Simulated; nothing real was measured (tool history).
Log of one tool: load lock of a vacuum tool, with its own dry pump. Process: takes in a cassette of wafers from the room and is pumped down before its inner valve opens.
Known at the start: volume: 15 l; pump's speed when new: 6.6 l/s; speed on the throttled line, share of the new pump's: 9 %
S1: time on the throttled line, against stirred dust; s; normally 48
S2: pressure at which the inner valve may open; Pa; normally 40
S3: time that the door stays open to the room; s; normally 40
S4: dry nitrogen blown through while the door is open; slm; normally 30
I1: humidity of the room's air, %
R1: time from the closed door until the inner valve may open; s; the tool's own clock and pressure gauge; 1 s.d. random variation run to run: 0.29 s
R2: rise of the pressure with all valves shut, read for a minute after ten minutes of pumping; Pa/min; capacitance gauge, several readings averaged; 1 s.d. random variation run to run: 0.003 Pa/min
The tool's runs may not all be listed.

run,hour,S1,S2,S3,S4,I1,R1,R2
1,0,48,40,40,30,42.6,61.9,0.059
2,67.7,48,40,40,30,45.1,61.7,0.059
3,155.5,36,40,40,30,43.4,50.9,0.061
4,271.6,48,62,40,30,42.9,61,0.058
5,388.5,93,40,40,30,48.1,102.7,0.067
6,485.3,93,40,40,29,41.7,102.6,0.06
7,546.3,93,40,40,29,42.7,102.7,0.06
8,621.7,48,40,40,5,45.2,62,0.088
9,695.3,94,40,40,6,38.7,103.6,0.082
10,768.2,94,40,40,6,43.7,103.3,0.08
11,849.1,48,40,92,6,43.6,61.4,0.108
12,936.5,43,40,40,19,45.1,57.5,0.069
13,1033.6,31,58,152,10,50.4,46,0.128
14,1135.9,26,40,40,30,44.8,41.9,0.067
15,1198.5,48,43,40,44,48.2,61.7,0.061

Pick out some run-to-run changes in R1. Of each, how much would a tool without hidden state show as well, from the settings, what came in and chance, and how much is left for the hidden state and any gauge scatter not in both results compared?
What the log doesn't record here: pump's speed, % of a new pump's; leak at the door's seal, Pa l/s; drift of the gauge itself on ready_s, %; drift of the gauge itself on rise_pa_min, %.
Run 3 -> 4: S1 36 -> 48, S2 40 -> 62. R1 +10.1 s: hidden state -0.1, all else +10.2.
Run 10 -> 11: S1 94 -> 48, S3 40 -> 92. R1 -41.9 s: hidden state +0.1, all else -42.
